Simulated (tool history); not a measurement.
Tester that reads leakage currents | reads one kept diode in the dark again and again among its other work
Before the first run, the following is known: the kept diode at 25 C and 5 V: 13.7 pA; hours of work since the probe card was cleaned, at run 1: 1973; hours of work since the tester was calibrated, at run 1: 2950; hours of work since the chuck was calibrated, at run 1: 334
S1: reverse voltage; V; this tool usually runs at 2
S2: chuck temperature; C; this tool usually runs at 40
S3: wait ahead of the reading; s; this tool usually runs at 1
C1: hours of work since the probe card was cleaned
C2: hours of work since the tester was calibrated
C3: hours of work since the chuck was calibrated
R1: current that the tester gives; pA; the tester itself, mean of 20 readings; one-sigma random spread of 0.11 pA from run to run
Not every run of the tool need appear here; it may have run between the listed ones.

| run | hour | S1 | S2 | S3 | C1 | C2 | C3 | R1 |
|---|---|---|---|---|---|---|---|---|
| 1 | 0 | 2 | 40 | 1 | 1973 | 2950 | 334 | 35.19 |
| 2 | 107.4 | 2 | 40 | 1 | 2019 | 2996 | 381 | 35.67 |
| 3 | 249.8 | 2 | 40 | 9.81 | 2080 | 3057 | 442 | 35.7 |
| 4 | 462.1 | 2 | 40 | 0.49 | 2171 | 3148 | 533 | 36.98 |
|  | 510.8 | chuck's temperature calibrated |
| 5 | 662.5 | 2 | 40 | 0.49 | 2256 | 3233 | 65 | 35.11 |
| 6 | 798.7 | 2 | 40 | 0.49 | 2314 | 3291 | 123 | 35.48 |
| 7 | 944.1 | 2 | 40 | 0.49 | 2377 | 3354 | 186 | 35.79 |
| 8 | 1138.3 | 2 | 40 | 0.49 | 2460 | 3437 | 269 | 36.28 |
| 9 | 1377.3 | 2 | 40 | 1 | 2562 | 3539 | 372 | 36.83 |
|  | 1566.6 | probe card cleaned and baked |
| 10 | 1591.5 | 2 | 40 | 1 | 11 | 3630 | 462 | 34.94 |
| 11 | 1737.6 | 18.59 | 24 | 1 | 73 | 3693 | 525 | 25.61 |
|  | 1810.3 | chuck's temperature calibrated |
| 12 | 1881 | 6.56 | 40 | 1 | 134 | 3753 | 30 | 47.88 |
| 13 | 2117.2 | 8.27 | 40 | 8.76 | 235 | 3855 | 132 | 51.03 |
| 14 | 2220.9 | 12.69 | 40 | 1 | 280 | 3899 | 176 | 61.52 |
| 15 | 2371.4 | 12.69 | 40 | 1 | 344 | 3964 | 241 | 62.55 |
| 16 | 2572.6 | 5.38 | 29 | 1 | 431 | 4050 | 327 | 22.24 |
| 17 | 2718.1 | 1.24 | 40 | 1 | 493 | 4112 | 389 | 29.8 |
| 18 | 2858.4 | 1.42 | 35 | 0.46 | 553 | 4173 | 450 | 22.61 |
|  | 3016.6 | tester calibrated |
| 19 | 3022.5 | 17.08 | 32 | 3.7 | 623 | 3 | 519 | 43.1 |
|  | 3103.2 | chuck's temperature calibrated |
| 20 | 3205.4 | 17.08 | 32 | 3.7 | 700 | 80 | 44 | 40.35 |

Forecast each of these 5 alternatives for the next run:
| A | 3385.9 | 7.37 | 26 | 2.76 | 778 | 158 | 121 | ? |
| B | 3385.9 | 17.08 | 30 | 3.7 | 778 | 158 | 121 | ? |
| C | 3385.9 | 9.35 | 59 | 1.77 | 778 | 158 | 121 | ? |
| D | 3385.9 | 8.82 | 40 | 1 | 778 | 158 | 121 | ? |
| E | 3385.9 | 8.69 | 44 | 3.7 | 778 | 158 | 121 | ? |

| run | R1 |
|---|---|
| A | 20.11 |
| B | 36.4 |
| C | 191.91 |
| D | 56.11 |
| E | 70.73 |
With the hidden condition removed and each run's random variation left untouched, the same runs would have given:
| run | R1 |
|---|---|
| A | 17.45 |
| B | 30.46 |
| C | 186.22 |
| D | 52.47 |
| E | 66.89 |

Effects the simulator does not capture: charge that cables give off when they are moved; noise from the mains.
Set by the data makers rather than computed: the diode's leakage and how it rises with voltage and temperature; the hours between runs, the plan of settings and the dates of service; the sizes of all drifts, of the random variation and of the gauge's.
